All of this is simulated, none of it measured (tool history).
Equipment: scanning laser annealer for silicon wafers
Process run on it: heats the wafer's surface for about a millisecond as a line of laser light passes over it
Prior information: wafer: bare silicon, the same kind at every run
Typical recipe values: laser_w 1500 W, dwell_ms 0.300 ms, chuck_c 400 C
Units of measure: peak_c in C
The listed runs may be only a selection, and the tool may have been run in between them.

{"run": 1, "hour": 0.0, "laser_w": 1500, "dwell_ms": 0.3, "chuck_c": 400, "peak_c": 1203}
{"run": 2, "hour": 32.0, "laser_w": 1500, "dwell_ms": 0.32, "chuck_c": 400, "peak_c": 1227}
{"run": 3, "hour": 74.2, "laser_w": 1500, "dwell_ms": 0.32, "chuck_c": 400, "peak_c": 1227}
{"run": 4, "hour": 122.9, "laser_w": 1500, "dwell_ms": 0.32, "chuck_c": 400, "peak_c": 1222}
{"run": 5, "hour": 165.9, "laser_w": 1500, "dwell_ms": 0.249, "chuck_c": 400, "peak_c": 1138}
{"run": 6, "hour": 210.5, "laser_w": 1500, "dwell_ms": 0.249, "chuck_c": 400, "peak_c": 1135}
{"run": 7, "hour": 242.8, "laser_w": 1500, "dwell_ms": 0.3, "chuck_c": 400, "peak_c": 1201}
{"hour": 250.7, "done": "window over the wafer cleaned"}
{"run": 8, "hour": 273.8, "laser_w": 1500, "dwell_ms": 0.3, "chuck_c": 400, "peak_c": 1221}
{"run": 9, "hour": 294.8, "laser_w": 1500, "dwell_ms": 0.3, "chuck_c": 400, "peak_c": 1224}
{"run": 10, "hour": 335.9, "laser_w": 1500, "dwell_ms": 0.3, "chuck_c": 400, "peak_c": 1218}
{"hour": 353.2, "done": "optics aligned, line set to its width"}
{"run": 11, "hour": 378.1, "laser_w": 1500, "dwell_ms": 0.3, "chuck_c": 400, "peak_c": 1214}
{"run": 12, "hour": 425.8, "laser_w": 1500, "dwell_ms": 0.3, "chuck_c": 400, "peak_c": 1216}
{"run": 13, "hour": 474.1, "laser_w": 1500, "dwell_ms": 0.3, "chuck_c": 400, "peak_c": 1217}
{"run": 14, "hour": 505.6, "laser_w": 1500, "dwell_ms": 0.3, "chuck_c": 400, "peak_c": 1213}
{"run": 15, "hour": 531.0, "laser_w": 1607, "dwell_ms": 0.364, "chuck_c": 371, "peak_c": 1336}
{"run": 16, "hour": 559.3, "laser_w": 1581, "dwell_ms": 0.367, "chuck_c": 403, "peak_c": 1353}
{"hour": 581.3, "done": "optics aligned, line set to its width, once more"}
{"run": 17, "hour": 586.3, "laser_w": 1581, "dwell_ms": 0.367, "chuck_c": 403, "peak_c": 1376}
{"run": 18, "hour": 626.8, "laser_w": 1581, "dwell_ms": 0.264, "chuck_c": 403, "peak_c": 1240}
{"run": 19, "hour": 674.4, "laser_w": 1505, "dwell_ms": 0.3, "chuck_c": 378, "peak_c": 1213}
{"run": 20, "hour": 704.1, "laser_w": 1618, "dwell_ms": 0.35, "chuck_c": 400, "peak_c": 1376}
{"run": 21, "hour": 749.2, "laser_w": 1500, "dwell_ms": 0.324, "chuck_c": 373, "peak_c": 1230}
{"run": 22, "hour": 776.9, "laser_w": 1500, "dwell_ms": 0.324, "chuck_c": 373, "peak_c": 1227}
{"run": 23, "hour": 810.7, "laser_w": 1592, "dwell_ms": 0.345, "chuck_c": 382, "peak_c": 1333}

Predict the results of run 24:
{"run": 24, "hour": 851.0, "laser_w": 1592, "dwell_ms": 0.345, "chuck_c": 382, "peak_c": "?"}

peak_c: 1329 C
Take away the tool's hidden state, keep the run-to-run variation as it was, and the same run would have given peak_c 1342 C.
